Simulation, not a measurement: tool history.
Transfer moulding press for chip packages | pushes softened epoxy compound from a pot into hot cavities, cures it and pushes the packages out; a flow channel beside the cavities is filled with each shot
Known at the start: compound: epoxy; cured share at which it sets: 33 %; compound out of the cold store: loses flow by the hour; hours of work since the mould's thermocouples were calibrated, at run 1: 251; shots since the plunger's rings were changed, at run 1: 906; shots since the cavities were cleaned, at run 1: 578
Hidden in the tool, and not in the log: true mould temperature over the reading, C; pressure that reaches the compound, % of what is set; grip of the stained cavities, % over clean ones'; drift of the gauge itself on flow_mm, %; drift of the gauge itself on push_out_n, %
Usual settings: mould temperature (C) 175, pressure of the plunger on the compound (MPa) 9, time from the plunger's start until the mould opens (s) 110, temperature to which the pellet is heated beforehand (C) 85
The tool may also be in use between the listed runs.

| run | day | mould temperature (C) | pressure of the plunger on the compound (MPa) | time from the plunger's start until the mould opens (s) | temperature to which the pellet is heated beforehand (C) | hours of work since the mould's thermocouples were calibrated | shots since the plunger's rings were changed | shots since the cavities were cleaned | incoming compound's hours out of the cold store | length that the compound runs in the flow channel (mm) | greatest force on the pins that push the packages out (N) |
|---|---|---|---|---|---|---|---|---|---|---|---|
| 1 | 0 | 175 | 9 | 110 | 85 | 251 | 906 | 578 | 18.3 | 894 | 430 |
| 2 | 0.271 | 175 | 9 | 110 | 85 | 254 | 963 | 635 | 13.9 | 900 | 429 |
|  | 0.454 | cavities cleaned with cleaning compound and waxed |
| 3 | 0.829 | 175 | 9 | 110 | 85 | 261 | 1067 | 78 | 38.3 | 823 | 408 |
| 4 | 1.208 | 175 | 9 | 110 | 85 | 265 | 1147 | 158 | 39.5 | 816 | 398 |
| 5 | 1.6 | 170 | 9 | 110 | 85 | 270 | 1230 | 241 | 20.8 | 894 | 517 |
| 6 | 2.104 | 175 | 9 | 110 | 85 | 277 | 1336 | 347 | 45.5 | 803 | 403 |
| 7 | 2.433 | 175 | 9 | 110 | 85 | 281 | 1406 | 417 | 24.3 | 863 | 401 |
| 8 | 2.975 | 175 | 9 | 110 | 85 | 288 | 1520 | 531 | 10.8 | 917 | 420 |
| 9 | 3.279 | 180 | 9 | 110 | 85 | 292 | 1584 | 595 | 13 | 901 | 397 |
| 10 | 3.521 | 180 | 9 | 110 | 85 | 295 | 1635 | 646 | 28.7 | 836 | 381 |
|  | 3.662 | cavities cleaned with cleaning compound and waxed |
| 11 | 3.967 | 180 | 9 | 110 | 85 | 300 | 1716 | 64 | 35.9 | 827 | 395 |
| 12 | 4.417 | 180 | 9 | 110 | 85 | 305 | 1810 | 158 | 43.3 | 780 | 379 |
| 13 | 4.875 | 175 | 9 | 110 | 85 | 311 | 1907 | 255 | 36.9 | 810 | 416 |
| 14 | 5.367 | 172 | 9 | 110 | 85 | 318 | 2012 | 360 | 31.9 | 853 | 451 |
| 15 | 5.829 | 172 | 9 | 110 | 85 | 323 | 2109 | 457 | 45.2 | 807 | 449 |
| 16 | 6.3 | 175 | 9.93 | 110 | 87 | 329 | 2208 | 556 | 43.5 | 853 | 424 |
|  | 6.838 | cavities cleaned with cleaning compound and waxed |
| 17 | 6.862 | 175 | 9.93 | 119 | 87 | 336 | 2314 | 5 | 15.5 | 938 | 391 |
| 18 | 7.238 | 175 | 9 | 106 | 85 | 341 | 2392 | 83 | 25.9 | 848 | 448 |
| 19 | 7.65 | 175 | 9 | 106 | 85 | 346 | 2480 | 171 | 40 | 820 | 405 |
| 20 | 8.042 | 175 | 9 | 106 | 85 | 351 | 2562 | 253 | 15.6 | 902 | 422 |
| 21 | 8.475 | 175 | 9 | 106 | 85 | 356 | 2654 | 345 | 43.8 | 801 | 418 |
| 22 | 8.883 | 174 | 10.47 | 106 | 86 | 362 | 2740 | 431 | 18.1 | 966 | 442 |
|  | 9.412 | mould's thermocouples calibrated |
| 23 | 9.475 | 175 | 8.32 | 110 | 93 | 1 | 2847 | 538 | 27.3 | 826 | 409 |
| 24 | 9.767 | 176 | 9 | 125 | 85 | 5 | 2908 | 599 | 10.7 | 920 | 397 |
|  | 10.121 | cavities cleaned with cleaning compound and waxed |
| 25 | 10.196 | 180 | 10.98 | 99 | 90 | 9 | 2986 | 16 | 17.5 | 963 | 395 |
| 26 | 10.446 | 182 | 9 | 110 | 85 | 12 | 3038 | 68 | 17 | 879 | 371 |
| 27 | 10.846 | 172 | 9.76 | 114 | 94 | 17 | 3123 | 153 | 31.5 | 884 | 437 |
| 28 | 11.308 | 175 | 9 | 105 | 81 | 23 | 3221 | 251 | 39 | 815 | 420 |
| 29 | 11.55 | 175 | 9 | 105 | 81 | 26 | 3272 | 302 | 41.7 | 806 | 436 |

Forecast each of these 3 alternatives for the next run:
| A | 11.971 | 175 | 7.85 | 118 | 81 | 32 | 3360 | 390 | 32 | ? | ? |
| B | 11.971 | 175 | 10.52 | 110 | 82 | 32 | 3360 | 390 | 17.2 | ? | ? |
| C | 11.971 | 177 | 8.68 | 123 | 85 | 32 | 3360 | 390 | 8.1 | ? | ? |

| run | length that the compound runs in the flow channel (mm) | greatest force on the pins that push the packages out (N) |
|---|---|---|
| A | 782 | 404 |
| B | 969 | 415 |
| C | 902 | 389 |
Without the tool's hidden state the same runs would have given:
| run | length that the compound runs in the flow channel (mm) | greatest force on the pins that push the packages out (N) |
|---|---|---|
| A | 783 | 401 |
| B | 970 | 412 |
| C | 903 | 386 |

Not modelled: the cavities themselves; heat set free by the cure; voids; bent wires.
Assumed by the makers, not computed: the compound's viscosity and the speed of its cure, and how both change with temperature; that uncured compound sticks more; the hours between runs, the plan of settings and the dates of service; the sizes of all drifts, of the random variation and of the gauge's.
